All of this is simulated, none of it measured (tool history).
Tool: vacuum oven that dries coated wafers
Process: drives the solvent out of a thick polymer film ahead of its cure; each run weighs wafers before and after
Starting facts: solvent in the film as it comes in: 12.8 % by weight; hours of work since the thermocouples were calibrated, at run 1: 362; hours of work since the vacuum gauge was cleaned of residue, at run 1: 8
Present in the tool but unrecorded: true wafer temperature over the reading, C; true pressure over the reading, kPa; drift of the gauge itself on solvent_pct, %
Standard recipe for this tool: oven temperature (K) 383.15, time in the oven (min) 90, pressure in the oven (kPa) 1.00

run	hour	oven temperature (K)	time in the oven (min)	pressure in the oven (kPa)	hours of work since the thermocouples were calibrated	hours of work since the vacuum gauge was cleaned of residue	solvent left in the film (%)
1	0.0	383.15	90	1.00	362	8	3.23
2	12.2	388.15	90	1.00	369	15	2.20
3	20.4	388.15	90	1.00	374	20	2.26
4	33.9	388.15	90	1.00	381	28	2.17
5	46.1	383.15	73	1.00	388	34	4.11
6	60.0	372.15	152	1.00	396	42	4.13
7	72.5	383.15	80	0.97	403	49	3.65
# hour 74.8: vacuum gauge cleaned of residue and calibrated
8	86.1	383.15	90	3.51	410	6	4.36
9	100.0	383.15	90	3.51	418	14	4.20
10	106.6	383.15	90	3.51	422	18	4.32

For some of the steps in solvent left in the film (%) from one run to the next: how much would appear even if the tool had no hidden state, given the settings, what came in and random variation, and how much remains for the hidden state plus any gauge scatter that the measured result and the result without hidden state don't share?
Run 4 -> 5: oven temperature (K) 388.15 -> 383.15, time in the oven (min) 90 -> 73. solvent left in the film (%) +1.94: hidden state -0.02, all else +1.96.

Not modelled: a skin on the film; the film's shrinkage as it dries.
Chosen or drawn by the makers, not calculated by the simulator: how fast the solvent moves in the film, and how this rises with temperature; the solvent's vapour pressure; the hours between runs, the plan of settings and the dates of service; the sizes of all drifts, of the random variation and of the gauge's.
